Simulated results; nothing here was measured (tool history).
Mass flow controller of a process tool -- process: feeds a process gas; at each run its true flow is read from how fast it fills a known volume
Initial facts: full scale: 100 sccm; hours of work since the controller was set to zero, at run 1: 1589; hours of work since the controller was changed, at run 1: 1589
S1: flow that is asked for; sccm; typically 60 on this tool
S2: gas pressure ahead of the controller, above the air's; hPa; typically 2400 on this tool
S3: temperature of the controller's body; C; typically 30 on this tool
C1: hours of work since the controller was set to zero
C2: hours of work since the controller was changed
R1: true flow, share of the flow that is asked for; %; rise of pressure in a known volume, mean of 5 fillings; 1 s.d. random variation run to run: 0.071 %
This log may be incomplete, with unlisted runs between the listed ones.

run,hour,S1,S2,S3,C1,C2,R1
1,0,60,2400,30,1589,1589,100.36
2,242.9,85,2400,30,1688,1688,100.35
3,452.4,85,2400,30,1773,1773,100.33
4,708.6,85,2400,30,1877,1877,100.35
5,831.4,85,1500,30,1927,1927,99.7
6,1000.7,85,1500,30,1996,1996,99.73
7,1211.6,60,2400,30,2082,2082,100.44
8,1433.6,60,2400,30,2172,2172,100.52
9,1713.2,60,2400,28,2286,2286,100.3
10,1856,60,2400,30,2344,2344,100.49
# hour 1876.8: controller's zero set anew
11,1982.2,21,1630,27,43,2395,102.18
12,2204,21,1450,39,133,2485,102.85
13,2434.3,87,1610,21,227,2579,99.54
14,2721.2,46,2400,37,343,2695,101.67
15,2860.3,46,2400,37,400,2752,101.65
# hour 2995.5: controller's zero set anew, once more
16,3120.5,46,2160,37,51,2858,99.76
17,3310.4,46,2790,37,128,2935,100.31
18,3550.7,46,2790,37,226,3032,100.24
19,3735,55,2290,30,301,3107,99.4

Some steps in R1, run to run, broken into two amounts with sign: the step expected even without the hidden condition (settings, incoming material, random variation), and the rest, left for the hidden condition together with whatever gauge scatter is not in both the measured and the hidden-condition-free result:
Hidden state present: flow at rest that the sensor doesn't see, % of full scale; true flow over the shown one, %; drift of the gauge itself on true_pct, %.
Run 12 -> 13: S1 21 -> 87, S2 1450 -> 1610, S3 39 -> 21. R1 -3.31 %: hidden state -2.66, all else -0.65.

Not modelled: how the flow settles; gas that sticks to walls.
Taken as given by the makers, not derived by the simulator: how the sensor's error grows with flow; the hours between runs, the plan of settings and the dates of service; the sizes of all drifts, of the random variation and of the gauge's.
